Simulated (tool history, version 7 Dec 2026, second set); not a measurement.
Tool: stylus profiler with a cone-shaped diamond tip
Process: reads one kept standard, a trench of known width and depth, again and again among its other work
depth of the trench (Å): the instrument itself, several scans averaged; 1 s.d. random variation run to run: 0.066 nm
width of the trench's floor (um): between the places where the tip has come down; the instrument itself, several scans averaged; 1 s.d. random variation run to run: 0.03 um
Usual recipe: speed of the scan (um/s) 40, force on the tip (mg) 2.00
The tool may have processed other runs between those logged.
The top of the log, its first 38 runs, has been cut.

run     day  speed of the scan (um/s)  force on the tip (mg)  depth of the trench (Å)  width of the trench's floor (um)
 39  57.950                        28                   2.10                   1006.4                             18.35
 40  59.658                        62                   1.02                   1003.1                             18.19
 41  61.046                        62                   1.02                   1002.6                             18.22
 42  62.162                        62                   1.02                   1001.5                             18.13
 43  63.617                        84                   1.29                   1003.9                             18.11
 44  65.146                        25                   2.00                   1006.0                             18.23
 45  66.708                        13                   2.66                   1007.9                             18.27
 46  68.212                        12                   1.30                   1004.9                             18.29
 47  70.096                        39                   1.05                   1001.9                             18.17

Forecast each of these 3 alternatives for the next run:
  A  71.350                        18                   1.69                        ?                                 ?
  B  71.350                        39                   1.71                        ?                                 ?
  C  71.350                       104                   0.79                        ?                                 ?

run  depth of the trench (Å)  width of the trench's floor (um)
  A                   1005.2                             18.25
  B                   1005.2                             18.20
  C                   1002.4                             17.93
Without the tool's hidden state the same runs would have given:
run  depth of the trench (Å)  width of the trench's floor (um)
  A                   1008.5                             18.70
  B                   1008.6                             18.65
  C                   1005.7                             18.38
